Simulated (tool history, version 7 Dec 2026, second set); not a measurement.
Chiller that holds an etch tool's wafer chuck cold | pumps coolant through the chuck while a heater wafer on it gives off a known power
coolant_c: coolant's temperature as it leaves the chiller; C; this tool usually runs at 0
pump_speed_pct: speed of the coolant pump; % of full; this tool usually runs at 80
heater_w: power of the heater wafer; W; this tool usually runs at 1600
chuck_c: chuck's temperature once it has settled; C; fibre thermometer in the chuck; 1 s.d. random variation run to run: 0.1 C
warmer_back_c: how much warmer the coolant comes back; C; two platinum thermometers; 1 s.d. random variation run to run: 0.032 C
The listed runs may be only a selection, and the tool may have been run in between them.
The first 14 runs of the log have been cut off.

run	day	coolant_c	pump_speed_pct	heater_w	hours since the coolant was changed and the channels were flushed	hours since the pump was overhauled	hours since the chiller's thermometer was calibrated	chuck_c	warmer_back_c
15	17.558	0	80	1600	4027	667	1163	14.1	3.57
16	18.746	0	80	1600	4055	696	1191	14.1	3.55
17	19.654	0	80	1600	4077	718	1213	14.2	3.62
18	21.375	2	80	820	4118	759	1254	9.4	1.86
19	22.750	2	80	820	4151	792	1287	9.1	1.88
20	24.108	-5	73	1066	4184	824	1320	5.0	2.65
21	25.050	-5	73	1066	4206	847	1343	4.8	2.63
22	26.471	0	67	834	4241	881	1377	8.4	2.26
# day 26.638: chiller's thermometer calibrated
23	28.054	0	80	1002	4278	918	34	8.6	2.30

What does the tool deliver on the next run?
24	29.750	2	62	1002	4318	959	75	?	?

{"run 24": {"chuck_c": 12.6, "warmer_back_c": 2.98}}
With the hidden condition absent and the run-to-run variation left alone, this run would have shown chuck_c 11.7 C, warmer_back_c 2.92 C.
